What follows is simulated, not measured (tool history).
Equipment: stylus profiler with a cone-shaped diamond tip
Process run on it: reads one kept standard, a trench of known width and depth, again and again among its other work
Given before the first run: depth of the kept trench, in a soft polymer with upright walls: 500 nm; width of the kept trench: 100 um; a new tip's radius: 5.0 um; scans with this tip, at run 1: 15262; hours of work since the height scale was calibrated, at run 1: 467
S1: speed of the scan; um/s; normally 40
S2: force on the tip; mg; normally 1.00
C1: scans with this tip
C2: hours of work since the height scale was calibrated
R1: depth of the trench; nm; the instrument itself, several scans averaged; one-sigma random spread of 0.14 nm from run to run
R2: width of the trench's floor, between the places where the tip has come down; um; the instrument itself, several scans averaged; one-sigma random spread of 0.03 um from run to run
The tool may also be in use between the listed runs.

run	day	S1	S2	C1	C2	R1	R2
1	0.000	40	1.00	15262	467	504.80	93.55
2	4.146	40	1.00	15733	530	504.85	93.50
3	8.608	40	1.00	16238	597	504.89	93.49
4	14.508	40	1.00	16908	687	505.43	93.39
5	18.188	40	1.00	17324	743	505.17	93.30
6	21.158	40	1.00	17662	788	505.31	93.32
7	26.825	40	1.00	18304	874	505.53	93.20
8	30.408	11	1.00	18710	929	505.78	93.48
9	33.258	12	1.00	19034	972	505.84	93.36
10	36.975	40	1.00	19455	1028	505.96	93.18
11	42.242	40	1.00	20053	1109	506.31	93.05
# day 43.900: new tip fitted, height scale calibrated
12	45.896	40	1.00	226	30	503.36	95.25
13	49.917	40	1.73	682	91	505.17	95.30
14	54.438	40	1.73	1195	160	505.53	95.21
15	57.471	40	2.25	1539	206	506.55	95.18
16	61.546	36	1.29	2001	268	504.37	95.11
17	64.258	36	1.29	2309	309	504.78	95.02
18	68.650	51	0.73	2807	376	503.34	94.71
19	74.071	51	0.73	3421	458	503.82	94.59
20	78.950	51	0.73	3975	533	503.53	94.56
21	81.483	44	0.74	4262	571	504.14	94.61
22	85.108	44	0.74	4673	626	504.25	94.52
23	89.654	44	0.74	5188	695	504.13	94.50

Forecast run 24:
24	94.346	40	0.35	5721	767	?	?

Run 24 yielded R1 503.43 nm, R2 94.29 um.
On a tool with no hidden condition, and with the same random variation, this run would have come out at R1 502.07 nm, R2 95.08 um.
